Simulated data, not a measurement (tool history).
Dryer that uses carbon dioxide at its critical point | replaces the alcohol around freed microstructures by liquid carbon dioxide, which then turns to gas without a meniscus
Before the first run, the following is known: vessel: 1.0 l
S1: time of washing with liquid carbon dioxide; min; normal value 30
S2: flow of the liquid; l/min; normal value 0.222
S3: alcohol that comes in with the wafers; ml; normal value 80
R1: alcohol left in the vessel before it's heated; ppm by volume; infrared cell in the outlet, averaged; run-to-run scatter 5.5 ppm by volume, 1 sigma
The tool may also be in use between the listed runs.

{"run": 1, "hour": 0.0, "S1": 30, "S2": 0.222, "S3": 80, "R1": 308}
{"run": 2, "hour": 52.4, "S1": 30, "S2": 0.256, "S3": 80, "R1": 196}
{"run": 3, "hour": 79.6, "S1": 30, "S2": 0.256, "S3": 80, "R1": 210}
{"run": 4, "hour": 126.1, "S1": 30, "S2": 0.256, "S3": 80, "R1": 213}
{"hour": 153.9, "done": "inlet filter changed"}
{"run": 5, "hour": 172.0, "S1": 30, "S2": 0.256, "S3": 80, "R1": 182}
{"run": 6, "hour": 229.5, "S1": 30, "S2": 0.222, "S3": 33, "R1": 192}
{"run": 7, "hour": 269.7, "S1": 30, "S2": 0.222, "S3": 80, "R1": 301}
{"run": 8, "hour": 333.7, "S1": 20, "S2": 0.222, "S3": 80, "R1": 1566}
{"run": 9, "hour": 391.5, "S1": 20, "S2": 0.222, "S3": 80, "R1": 1663}
{"run": 10, "hour": 424.9, "S1": 20, "S2": 0.249, "S3": 80, "R1": 1149}
{"run": 11, "hour": 451.4, "S1": 40, "S2": 0.315, "S3": 54, "R1": 161}
{"run": 12, "hour": 492.1, "S1": 24, "S2": 0.222, "S3": 105, "R1": 1166}
{"run": 13, "hour": 547.3, "S1": 30, "S2": 0.204, "S3": 26, "R1": 300}
{"run": 14, "hour": 587.7, "S1": 30, "S2": 0.186, "S3": 80, "R1": 811}

Run 15 is up next; what results do you expect?
{"run": 15, "hour": 625.0, "S1": 41, "S2": 0.186, "S3": 72, "R1": "?"}

R1: 279 ppm by volume
Without the tool's hidden state the same run would have given R1 55 ppm by volume.

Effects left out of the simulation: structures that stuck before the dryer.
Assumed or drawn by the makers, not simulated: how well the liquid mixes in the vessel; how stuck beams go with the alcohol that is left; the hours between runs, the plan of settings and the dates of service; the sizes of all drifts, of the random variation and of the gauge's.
